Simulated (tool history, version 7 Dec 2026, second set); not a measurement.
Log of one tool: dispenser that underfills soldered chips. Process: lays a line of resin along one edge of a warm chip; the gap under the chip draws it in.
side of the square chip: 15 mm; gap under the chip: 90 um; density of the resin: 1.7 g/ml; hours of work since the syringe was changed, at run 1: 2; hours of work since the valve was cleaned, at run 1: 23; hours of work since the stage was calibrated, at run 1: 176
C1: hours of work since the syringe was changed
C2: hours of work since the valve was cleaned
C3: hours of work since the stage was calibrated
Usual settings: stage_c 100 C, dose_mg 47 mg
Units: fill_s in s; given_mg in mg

run 1 day=0 | stage_c=100 dose_mg=47 | C1=2 C2=23 C3=176 | fill_s=123.8 given_mg=46.37
run 2 day=0.238 | stage_c=100 dose_mg=47 | C1=6 C2=27 C3=180 | fill_s=164.5 given_mg=45.91
-- day=0.421 new syringe of resin
run 3 day=0.604 | stage_c=107 dose_mg=47 | C1=4 C2=34 C3=187 | fill_s=101.4 given_mg=45.6
run 4 day=0.858 | stage_c=109 dose_mg=47 | C1=8 C2=39 C3=192 | fill_s=127.2 given_mg=45.25
-- day=0.95 new syringe of resin
run 5 day=1.192 | stage_c=98 dose_mg=47 | C1=5 C2=45 C3=198 | fill_s=164.9 given_mg=45.47
-- day=1.475 new syringe of resin
run 6 day=1.475 | stage_c=98 dose_mg=47 | C1=0 C2=50 C3=203 | fill_s=120.9 given_mg=44.88
-- day=1.654 dispensing valve cleaned and set on the balance
run 7 day=1.933 | stage_c=100 dose_mg=47 | C1=8 C2=5 C3=211 | fill_s=182.7 given_mg=46.48
-- day=2.038 new syringe of resin
run 8 day=2.333 | stage_c=100 dose_mg=47 | C1=6 C2=13 C3=219 | fill_s=156.6 given_mg=46.7
-- day=2.562 new syringe of resin
run 9 day=2.638 | stage_c=97 dose_mg=59.7 | C1=1 C2=18 C3=224 | fill_s=131.3 given_mg=58.96
-- day=3.092 new syringe of resin
run 10 day=3.108 | stage_c=97 dose_mg=59.7 | C1=0 C2=27 C3=233 | fill_s=121.1 given_mg=58.46
run 11 day=3.408 | stage_c=94 dose_mg=48.9 | C1=6 C2=33 C3=239 | fill_s=211.3 given_mg=47.72
-- day=3.625 new syringe of resin
run 12 day=3.646 | stage_c=94 dose_mg=48.9 | C1=0 C2=37 C3=243 | fill_s=145.7 given_mg=47.39
run 13 day=4.088 | stage_c=113 dose_mg=48.9 | C1=9 C2=45 C3=251 | fill_s=105.2 given_mg=47.11
-- day=4.158 new syringe of resin
run 14 day=4.333 | stage_c=100 dose_mg=55.1 | C1=3 C2=50 C3=256 | fill_s=129.4 given_mg=53.26
-- day=4.517 dispensing valve cleaned and set on the balance
run 15 day=4.675 | stage_c=111 dose_mg=49.7 | C1=9 C2=3 C3=261 | fill_s=115.7 given_mg=49.88
-- day=4.721 new syringe of resin
run 16 day=5.054 | stage_c=101 dose_mg=59.5 | C1=6 C2=10 C3=268 | fill_s=151.3 given_mg=59.1

3 ways to go on from here, each from the tool as it stands after run 16. What would each give?
-- day=5.258 new syringe of resin
run A day=5.546 | stage_c=88 dose_mg=47.6 | C1=5 C2=19 C3=277 | fill_s=? given_mg=?
-- day=5.258 new syringe of resin
run B day=5.546 | stage_c=110 dose_mg=53.4 | C1=5 C2=19 C3=277 | fill_s=? given_mg=?
-- day=5.258 new syringe of resin
run C day=5.546 | stage_c=100 dose_mg=49.5 | C1=5 C2=19 C3=277 | fill_s=? given_mg=?

run=A fill_s=270.8 given_mg=47.05
run=B fill_s=97.8 given_mg=52.82
run=C fill_s=153.3 given_mg=48.85
Without the tool's hidden state the same runs would have given:
run=A fill_s=201.3 given_mg=47.76
run=B fill_s=72.3 given_mg=53.61
run=C fill_s=113.4 given_mg=49.58
